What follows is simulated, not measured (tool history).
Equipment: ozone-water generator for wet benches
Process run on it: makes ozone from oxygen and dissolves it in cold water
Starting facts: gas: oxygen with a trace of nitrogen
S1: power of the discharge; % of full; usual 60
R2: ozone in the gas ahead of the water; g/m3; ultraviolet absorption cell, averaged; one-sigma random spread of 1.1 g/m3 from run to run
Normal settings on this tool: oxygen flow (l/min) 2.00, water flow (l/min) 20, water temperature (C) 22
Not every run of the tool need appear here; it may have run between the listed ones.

Run 1, hour 0.0: usual settings. Result: dissolved ozone (ppm) 11.1, R2 191.3 g/m3.
Run 2, hour 46.5: usual settings but S1 41 % of full. Result: dissolved ozone (ppm) 8.3, R2 139.3 g/m3.
Run 3, hour 82.6: usual settings but S1 54 % of full. Result: dissolved ozone (ppm) 10.1, R2 174.4 g/m3.
Run 4, hour 117.5: usual settings but S1 54 % of full. Result: dissolved ozone (ppm) 10.3, R2 174.8 g/m3.
Run 5, hour 181.4: usual settings. Result: dissolved ozone (ppm) 11.0, R2 188.5 g/m3.
Run 6, hour 238.8: usual settings. Result: dissolved ozone (ppm) 11.3, R2 187.9 g/m3.
Run 7, hour 293.4: usual settings. Result: dissolved ozone (ppm) 11.3, R2 189.4 g/m3.
Run 8, hour 370.9: usual settings. Result: dissolved ozone (ppm) 11.2, R2 189.2 g/m3.
Run 9, hour 444.3: usual settings. Result: dissolved ozone (ppm) 11.1, R2 189.3 g/m3.
Run 10, hour 484.9: usual settings. Result: dissolved ozone (ppm) 11.4, R2 189.9 g/m3.
At hour 508.1: water thermometer calibrated.
Run 11, hour 544.3: usual settings. Result: dissolved ozone (ppm) 11.3, R2 189.2 g/m3.
Run 12, hour 600.9: usual settings but water flow (l/min) 28. Result: dissolved ozone (ppm) 7.9, R2 187.0 g/m3.
Run 13, hour 681.7: usual settings but oxygen flow (l/min) 2.23. Result: dissolved ozone (ppm) 11.2, R2 177.6 g/m3.
Run 14, hour 738.6: usual settings but oxygen flow (l/min) 2.23, water flow (l/min) 15. Result: dissolved ozone (ppm) 14.7, R2 177.7 g/m3.
Run 15, hour 773.6: usual settings but S1 56 % of full. Result: dissolved ozone (ppm) 10.6, R2 176.2 g/m3.
Run 16, hour 815.0: usual settings but water temperature (C) 17. Result: dissolved ozone (ppm) 11.5, R2 186.5 g/m3.
Run 17, hour 878.5: usual settings but water flow (l/min) 22, water temperature (C) 17. Result: dissolved ozone (ppm) 10.6, R2 186.9 g/m3.
Run 18, hour 926.2: usual settings but water flow (l/min) 18. Result: dissolved ozone (ppm) 12.4, R2 185.5 g/m3.
Run 19, hour 991.5: usual settings but S1 51 % of full, water flow (l/min) 24. Result: dissolved ozone (ppm) 8.1, R2 165.0 g/m3.
Run 20, hour 1033.9: usual settings but S1 64 % of full, water temperature (C) 17. Result: dissolved ozone (ppm) 12.4, R2 195.6 g/m3.
Run 21, hour 1092.1: usual settings but S1 53 % of full, oxygen flow (l/min) 3.58, water flow (l/min) 18, water temperature (C) 18. Result: dissolved ozone (ppm) 12.4, R2 122.5 g/m3.
Run 22, hour 1149.3: usual settings but S1 83 % of full, water flow (l/min) 14, water temperature (C) 20. Result: dissolved ozone (ppm) 20.5, R2 243.1 g/m3.
Run 23, hour 1210.4: usual settings but S1 83 % of full, oxygen flow (l/min) 1.40, water flow (l/min) 14, water temperature (C) 29. Result: dissolved ozone (ppm) 18.1, R2 291.3 g/m3.
Run 24, hour 1263.3: usual settings but water flow (l/min) 12, water temperature (C) 15. Result: dissolved ozone (ppm) 19.1, R2 186.2 g/m3.
Run 25, hour 1340.6: usual settings but S1 62 % of full, oxygen flow (l/min) 3.31. Result: dissolved ozone (ppm) 12.4, R2 146.4 g/m3.
Run 26, hour 1409.2: usual settings but water temperature (C) 17. Result: dissolved ozone (ppm) 11.5, R2 185.4 g/m3.
Run 27, hour 1446.8: usual settings but water temperature (C) 17. Result: dissolved ozone (ppm) 11.6, R2 185.1 g/m3.
Run 28, hour 1505.7: usual settings but S1 46 % of full, water flow (l/min) 15. Result: dissolved ozone (ppm) 11.8, R2 147.7 g/m3.
At hour 1519.4: gauge calibrated.
Run 29, hour 1561.5: usual settings but oxygen flow (l/min) 3.19, water flow (l/min) 22. Result: dissolved ozone (ppm) 10.9, R2 147.9 g/m3.
Run 30, hour 1630.8: usual settings but oxygen flow (l/min) 3.19, water flow (l/min) 22. Result: dissolved ozone (ppm) 10.9, R2 147.2 g/m3.
Run 31, hour 1711.4: usual settings but oxygen flow (l/min) 3.19, water flow (l/min) 22. Result: dissolved ozone (ppm) 11.0, R2 149.2 g/m3.
Run 32, hour 1777.6: usual settings but oxygen flow (l/min) 3.19, water flow (l/min) 22. Result: dissolved ozone (ppm) 11.2, R2 146.7 g/m3.

Table of differences, measured result less the result of that run with no hidden state. Run-to-run variation is the same in both. Gauge scatter possibly is not:
The hidden state here: yield of the discharge, % of new electrodes'; contactor's efficiency, % of a clean one's; true water temperature over the reading, C; drift of the gauge itself on ozone_ppm, %; drift of the gauge itself on gas_g_m3, %.
run    R2
  1  +0.0
  2  -0.2
  3  -0.3
  4  -0.5
  5  -0.7
  6  -0.9
  7  -1.2
  8  -1.5
  9  -1.7
 10  -1.8
 11  -2.1
 12  -2.2
 13  -2.5
 14  -2.7
 15  -2.7
 16  -3.1
 17  -3.3
 18  -3.4
 19  -3.3
 20  -4.1
 21  -2.7
 22  -5.7
 23  -7.1
 24  -4.7
 25  -4.0
 26  -5.3
 27  -5.4
 28  -4.5
 29  -0.2
 30  -0.4
 31  -0.6
 32  -0.8
dissolved ozone (ppm): the difference is 0 for every run.

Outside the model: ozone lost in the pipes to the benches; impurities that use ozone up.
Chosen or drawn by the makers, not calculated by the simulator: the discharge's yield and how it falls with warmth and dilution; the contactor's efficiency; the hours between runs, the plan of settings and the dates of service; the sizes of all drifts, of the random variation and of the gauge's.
